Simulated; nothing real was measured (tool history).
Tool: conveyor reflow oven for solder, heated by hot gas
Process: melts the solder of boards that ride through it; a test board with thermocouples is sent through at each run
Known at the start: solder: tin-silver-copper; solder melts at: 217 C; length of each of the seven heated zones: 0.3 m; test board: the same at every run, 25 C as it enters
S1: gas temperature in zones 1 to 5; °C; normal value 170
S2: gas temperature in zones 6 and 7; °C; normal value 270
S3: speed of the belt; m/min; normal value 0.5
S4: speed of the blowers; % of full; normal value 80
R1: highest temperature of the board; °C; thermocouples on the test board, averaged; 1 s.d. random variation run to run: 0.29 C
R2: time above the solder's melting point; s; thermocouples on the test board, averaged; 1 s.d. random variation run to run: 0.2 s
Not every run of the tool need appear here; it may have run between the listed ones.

run 1 day=0 | S1=170 S2=270 S3=0.5 S4=80 | R1=249.7 R2=51.2
run 2 day=0.9 | S1=170 S2=270 S3=0.5 S4=80 | R1=249.7 R2=51.7
run 3 day=1.612 | S1=173 S2=270 S3=0.5 S4=80 | R1=249.6 R2=52.7
run 4 day=2.362 | S1=173 S2=270 S3=0.5 S4=80 | R1=250.2 R2=52.6
run 5 day=3.683 | S1=170 S2=270 S3=0.5 S4=80 | R1=249.7 R2=51.3
run 6 day=5.175 | S1=170 S2=270 S3=0.5 S4=80 | R1=249.2 R2=51.4
-- day=5.408 belt drive overhauled, speed set with a stopwatch
run 7 day=6.738 | S1=170 S2=270 S3=0.5 S4=80 | R1=249.8 R2=52.6
run 8 day=8.129 | S1=170 S2=270 S3=0.48 S4=80 | R1=250.8 R2=55.5
run 9 day=8.758 | S1=159 S2=270 S3=0.497 S4=80 | R1=247.9 R2=47.8
run 10 day=9.388 | S1=173 S2=281 S3=0.479 S4=57 | R1=255.7 R2=59.3
-- day=9.962 belt drive overhauled, speed set with a stopwatch, once more
run 11 day=10.362 | S1=155 S2=270 S3=0.5 S4=57 | R1=239.5 R2=35.3
run 12 day=11.829 | S1=155 S2=270 S3=0.4 S4=52 | R1=247 R2=54.9
run 13 day=13.279 | S1=170 S2=267 S3=0.459 S4=59 | R1=243.3 R2=49.5

Branching from run 13: 4 alternative next runs. What would each branch give?
run A day=14.492 | S1=182 S2=270 S3=0.43 S4=80 | R1=? R2=?
run B day=14.492 | S1=170 S2=270 S3=0.574 S4=80 | R1=? R2=?
run C day=14.492 | S1=183 S2=270 S3=0.5 S4=66 | R1=? R2=?
run D day=14.492 | S1=170 S2=269 S3=0.459 S4=59 | R1=? R2=?

run=A R1=254.5 R2=68.1
run=B R1=243.2 R2=37.9
run=C R1=248.4 R2=53
run=D R1=245.8 R2=50.9
With no hidden state in the tool, these same runs would have given:
run=A R1=258.9 R2=70.8
run=B R1=247.9 R2=41.6
run=C R1=252.7 R2=56.2
run=D R1=250.1 R2=54.8
